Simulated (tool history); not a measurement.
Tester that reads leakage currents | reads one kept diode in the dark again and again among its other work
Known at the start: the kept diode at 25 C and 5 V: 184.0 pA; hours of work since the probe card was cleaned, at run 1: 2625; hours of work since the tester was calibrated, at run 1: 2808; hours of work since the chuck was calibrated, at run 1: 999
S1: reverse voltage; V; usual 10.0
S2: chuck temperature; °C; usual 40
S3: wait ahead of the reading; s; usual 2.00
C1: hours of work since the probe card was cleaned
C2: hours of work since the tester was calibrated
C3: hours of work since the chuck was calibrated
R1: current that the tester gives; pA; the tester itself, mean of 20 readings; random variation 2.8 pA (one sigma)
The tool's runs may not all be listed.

| run | day | S1 | S2 | S3 | C1 | C2 | C3 | R1 |
|---|---|---|---|---|---|---|---|---|
| 1 | 0.000 | 10.0 | 40 | 2.00 | 2625 | 2808 | 999 | 919.36 |
| 2 | 3.092 | 10.0 | 40 | 2.00 | 2676 | 2859 | 1051 | 914.69 |
| 3 | 4.900 | 10.0 | 40 | 0.49 | 2707 | 2890 | 1081 | 923.54 |
|  | 5.225 | tester calibrated |
| 4 | 8.208 | 10.0 | 40 | 2.00 | 2761 | 50 | 1135 | 920.01 |
| 5 | 10.300 | 10.0 | 40 | 2.00 | 2796 | 85 | 1170 | 919.83 |
| 6 | 13.512 | 10.0 | 40 | 2.00 | 2849 | 139 | 1224 | 911.37 |
| 7 | 16.738 | 10.0 | 40 | 2.00 | 2904 | 193 | 1278 | 916.03 |
| 8 | 18.779 | 10.0 | 40 | 2.00 | 2938 | 227 | 1312 | 911.58 |
| 9 | 21.558 | 10.0 | 40 | 2.00 | 2984 | 273 | 1359 | 913.36 |
|  | 21.954 | tester calibrated, once more |
| 10 | 25.133 | 10.0 | 40 | 2.00 | 3043 | 53 | 1417 | 898.45 |
| 11 | 28.833 | 1.3 | 40 | 2.00 | 3105 | 115 | 1479 | 416.85 |
|  | 29.238 | probe card cleaned and baked |
| 12 | 32.542 | 1.3 | 40 | 2.00 | 55 | 175 | 1539 | 413.35 |
| 13 | 35.900 | 1.3 | 40 | 2.00 | 112 | 231 | 1595 | 410.06 |
| 14 | 39.575 | 1.3 | 40 | 2.00 | 173 | 293 | 1657 | 410.01 |
| 15 | 41.362 | 1.3 | 40 | 2.00 | 203 | 323 | 1687 | 408.74 |
| 16 | 45.071 | 10.0 | 33 | 2.00 | 265 | 385 | 1749 | 460.36 |
| 17 | 48.404 | 10.0 | 33 | 2.00 | 321 | 441 | 1805 | 457.76 |
| 18 | 52.442 | 10.0 | 33 | 2.00 | 389 | 508 | 1872 | 457.48 |
| 19 | 56.050 | 10.0 | 33 | 2.00 | 449 | 569 | 1933 | 457.76 |
| 20 | 58.004 | 10.0 | 33 | 2.00 | 482 | 602 | 1965 | 456.81 |
| 21 | 60.162 | 10.0 | 23 | 1.60 | 518 | 638 | 2001 | 178.18 |
| 22 | 62.096 | 10.0 | 23 | 1.60 | 550 | 670 | 2034 | 177.74 |
| 23 | 65.867 | 10.0 | 21 | 1.72 | 613 | 733 | 2097 | 146.61 |
| 24 | 69.375 | 2.5 | 21 | 0.78 | 672 | 792 | 2156 | 86.33 |
| 25 | 72.604 | 2.5 | 21 | 0.78 | 726 | 846 | 2210 | 86.40 |
| 26 | 75.788 | 13.5 | 45 | 0.43 | 779 | 899 | 2263 | 1464.82 |
| 27 | 78.154 | 1.4 | 22 | 5.43 | 819 | 939 | 2303 | 75.80 |
|  | 79.100 | chuck's temperature calibrated |
| 28 | 80.450 | 3.5 | 22 | 1.62 | 856 | 976 | 23 | 123.64 |
| 29 | 84.329 | 3.5 | 22 | 1.62 | 921 | 1041 | 88 | 124.54 |
| 30 | 88.067 | 8.1 | 40 | 2.00 | 984 | 1103 | 150 | 881.53 |

The next listed run, before its measurement:
| 31 | 89.838 | 4.1 | 23 | 1.20 | 1013 | 1133 | 180 | ? |

{"run 31": {"R1": 143.77}}
Without the tool's hidden state the same run would have given R1 141.05 pA.
